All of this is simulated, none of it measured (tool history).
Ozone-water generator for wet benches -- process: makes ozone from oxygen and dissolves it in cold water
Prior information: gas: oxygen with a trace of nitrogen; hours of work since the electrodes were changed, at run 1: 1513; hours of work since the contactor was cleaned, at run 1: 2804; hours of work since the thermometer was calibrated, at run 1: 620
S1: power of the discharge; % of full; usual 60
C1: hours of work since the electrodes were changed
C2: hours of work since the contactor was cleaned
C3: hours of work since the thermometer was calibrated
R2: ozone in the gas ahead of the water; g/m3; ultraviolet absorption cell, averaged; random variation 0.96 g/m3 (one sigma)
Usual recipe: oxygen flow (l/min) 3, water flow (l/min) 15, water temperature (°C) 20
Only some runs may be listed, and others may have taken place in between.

Run 1, hour 0: usual settings; C1 1513; C2 2804; C3 620. Result: dissolved ozone (ppm) 16.6, R2 162.6 g/m3.
Run 2, hour 31.3: usual settings; C1 1542; C2 2833; C3 649. Result: dissolved ozone (ppm) 16.7, R2 165.4 g/m3.
Run 3, hour 74.7: usual settings but water flow (l/min) 11; C1 1583; C2 2874; C3 690. Result: dissolved ozone (ppm) 20.5, R2 165.2 g/m3.
Run 4, hour 118.4: usual settings; C1 1624; C2 2915; C3 731. Result: dissolved ozone (ppm) 16.7, R2 164.3 g/m3.
Run 5, hour 153.9: usual settings; C1 1657; C2 2948; C3 765. Result: dissolved ozone (ppm) 16.7, R2 165.9 g/m3.
Run 6, hour 182.5: usual settings; C1 1684; C2 2975; C3 791. Result: dissolved ozone (ppm) 16.7, R2 165.3 g/m3.
Run 7, hour 217.7: usual settings but S1 40 % of full; C1 1717; C2 3008; C3 825. Result: dissolved ozone (ppm) 11.5, R2 116.5 g/m3.
Run 8, hour 245.3: usual settings but water temperature (°C) 17; C1 1743; C2 3034; C3 850. Result: dissolved ozone (ppm) 17.1, R2 165.3 g/m3.
Run 9, hour 279.3: usual settings but water temperature (°C) 17; C1 1775; C2 3066; C3 882. Result: dissolved ozone (ppm) 17, R2 165.9 g/m3.
Run 10, hour 312.3: usual settings but water flow (l/min) 16; C1 1806; C2 3097; C3 913. Result: dissolved ozone (ppm) 15.8, R2 166.1 g/m3.
Run 11, hour 339: usual settings but water flow (l/min) 16; C1 1831; C2 3122; C3 938. Result: dissolved ozone (ppm) 15.7, R2 165.2 g/m3.
Run 12, hour 386.7: usual settings but water flow (l/min) 16; C1 1876; C2 3167; C3 983. Result: dissolved ozone (ppm) 15.8, R2 164.8 g/m3.
Run 13, hour 418.1: usual settings but water flow (l/min) 16; C1 1906; C2 3196; C3 1013. Result: dissolved ozone (ppm) 16.1, R2 165.9 g/m3.
Run 14, hour 442.5: usual settings but S1 49 % of full; C1 1928; C2 3219; C3 1036. Result: dissolved ozone (ppm) 14.2, R2 139.2 g/m3.
Run 15, hour 484.1: usual settings but S1 49 % of full; C1 1968; C2 3258; C3 1075. Result: dissolved ozone (ppm) 14, R2 139.2 g/m3.
Run 16, hour 513.5: usual settings but S1 49 % of full; C1 1995; C2 3286; C3 1102. Result: dissolved ozone (ppm) 14.1, R2 138.2 g/m3.
Run 17, hour 537.2: usual settings but S1 56 % of full, oxygen flow (l/min) 3.91, water temperature (°C) 17; C1 2017; C2 3308; C3 1125. Result: dissolved ozone (ppm) 16, R2 131.5 g/m3.
Run 18, hour 580.2: usual settings but S1 56 % of full, oxygen flow (l/min) 3.91, water flow (l/min) 10; C1 2058; C2 3349; C3 1165. Result: dissolved ozone (ppm) 19.3, R2 131.8 g/m3.
Run 19, hour 612.6: usual settings but water flow (l/min) 18; C1 2088; C2 3379; C3 1196. Result: dissolved ozone (ppm) 14.3, R2 165.1 g/m3.
Run 20, hour 638.3: usual settings but oxygen flow (l/min) 4.43; C1 2112; C2 3403; C3 1220. Result: dissolved ozone (ppm) 16, R2 129.6 g/m3.
Run 21, hour 672.3: usual settings but S1 100 % of full, oxygen flow (l/min) 3.28, water flow (l/min) 19, water temperature (°C) 22; C1 2144; C2 3435; C3 1252. Result: dissolved ozone (ppm) 21.3, R2 246.6 g/m3.
Run 22, hour 719.6: usual settings but water flow (l/min) 10; C1 2189; C2 3480; C3 1296. Result: dissolved ozone (ppm) 21.6, R2 167.2 g/m3.
Run 23, hour 741.6: usual settings but water flow (l/min) 10; C1 2209; C2 3500; C3 1317. Result: dissolved ozone (ppm) 21.8, R2 166.7 g/m3.
Run 24, hour 767: usual settings but oxygen flow (l/min) 2.46; C1 2233; C2 3524; C3 1341. Result: dissolved ozone (ppm) 16.7, R2 189.4 g/m3.
Run 25, hour 790.8: usual settings but oxygen flow (l/min) 2.46; C1 2256; C2 3546; C3 1363. Result: dissolved ozone (ppm) 16.4, R2 190.7 g/m3.
Run 26, hour 833.6: usual settings but oxygen flow (l/min) 3.25, water flow (l/min) 22; C1 2296; C2 3587; C3 1403. Result: dissolved ozone (ppm) 12.5, R2 159.5 g/m3.
Run 27, hour 877.4: usual settings but S1 99 % of full, oxygen flow (l/min) 4.84, water flow (l/min) 12; C1 2337; C2 3628; C3 1444. Result: dissolved ozone (ppm) 27.5, R2 191.5 g/m3.
Run 28, hour 903.7: usual settings but S1 99 % of full, oxygen flow (l/min) 4.84, water flow (l/min) 12; C1 2362; C2 3653; C3 1469. Result: dissolved ozone (ppm) 27.7, R2 189.7 g/m3.
Run 29, hour 924.8: usual settings but S1 41 % of full, oxygen flow (l/min) 3.72, water flow (l/min) 16, water temperature (°C) 21; C1 2382; C2 3672; C3 1489. Result: dissolved ozone (ppm) 11.2, R2 105 g/m3.
Run 30, hour 953.3: usual settings but S1 41 % of full, oxygen flow (l/min) 1.67, water flow (l/min) 21, water temperature (°C) 15; C1 2408; C2 3699; C3 1515. Result: dissolved ozone (ppm) 9.1, R2 175.3 g/m3.
Run 31, hour 979: usual settings but water flow (l/min) 21, water temperature (°C) 19; C1 2433; C2 3723; C3 1540. Result: dissolved ozone (ppm) 13.2, R2 167.9 g/m3.
Run 32, hour 999.3: usual settings but S1 71 % of full, water temperature (°C) 14; C1 2452; C2 3742; C3 1559. Result: dissolved ozone (ppm) 20.7, R2 194.1 g/m3.

A few steps of R2 between consecutive runs. Split each: what settings, incoming material and random variation would produce without the hidden state, and what is left over for the hidden state, along with gauge scatter present in only one of the two compared results (measured, and without hidden state):
The hidden state here: yield of the discharge, % of new electrodes'; contactor's efficiency, % of a clean one's; true water temperature over the reading, C; drift of the gauge itself on ozone_ppm, %; drift of the gauge itself on gas_g_m3, %.
Run 20 -> 21: S1 60 -> 100, oxygen flow (l/min) 4.43 -> 3.28, water flow (l/min) 15 -> 19, water temperature (°C) 20 -> 22. R2 +117 g/m3: hidden state +1.6, all else +115.4.
Run 21 -> 22: S1 100 -> 60, oxygen flow (l/min) 3.28 -> 3, water flow (l/min) 19 -> 10, water temperature (°C) 22 -> 20. R2 -79.4 g/m3: hidden state -0.9, all else -78.5.
Run 28 -> 29: S1 99 -> 41, oxygen flow (l/min) 4.84 -> 3.72, water flow (l/min) 12 -> 16, water temperature (°C) 20 -> 21. R2 -84.7 g/m3: hidden state -1.4, all else -83.3.
Run 29 -> 30: oxygen flow (l/min) 3.72 -> 1.67, water flow (l/min) 16 -> 21, water temperature (°C) 21 -> 15. R2 +70.3 g/m3: hidden state +1.4, all else +68.9.
